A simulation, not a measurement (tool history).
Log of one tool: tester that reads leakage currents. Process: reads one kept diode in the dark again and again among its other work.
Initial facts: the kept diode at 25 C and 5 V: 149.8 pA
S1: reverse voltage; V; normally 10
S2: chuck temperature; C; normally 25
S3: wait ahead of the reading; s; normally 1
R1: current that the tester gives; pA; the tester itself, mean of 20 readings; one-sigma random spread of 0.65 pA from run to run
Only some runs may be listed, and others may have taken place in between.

{"run": 1, "hour": 0.0, "S1": 10, "S2": 25, "S3": 1, "R1": 216.88}
{"run": 2, "hour": 31.0, "S1": 10, "S2": 25, "S3": 2.06, "R1": 214.61}
{"run": 3, "hour": 59.9, "S1": 6.1, "S2": 25, "S3": 1, "R1": 166.24}
{"run": 4, "hour": 76.5, "S1": 6.1, "S2": 25, "S3": 1, "R1": 166.51}
{"run": 5, "hour": 112.0, "S1": 10, "S2": 25, "S3": 1, "R1": 215.79}
{"run": 6, "hour": 129.9, "S1": 10, "S2": 25, "S3": 1, "R1": 215.92}
{"run": 7, "hour": 153.9, "S1": 10.8, "S2": 23, "S3": 1, "R1": 193.43}
{"run": 8, "hour": 179.7, "S1": 13.9, "S2": 48, "S3": 4.35, "R1": 1213.68}
{"run": 9, "hour": 213.1, "S1": 13.9, "S2": 48, "S3": 4.35, "R1": 1215.61}
{"run": 10, "hour": 238.4, "S1": 8, "S2": 31, "S3": 0.74, "R1": 295.39}
{"run": 11, "hour": 272.9, "S1": 9, "S2": 35, "S3": 0.98, "R1": 413.06}

Withheld: 1 entry from between the runs. Position of each, and hidden state at the listed run before versus the listed run after:
In the gap between runs 2 and 3: chuck's temperature calibrated (hour 45.4)
  true chuck temperature over the reading, C: 0.03 -> 0
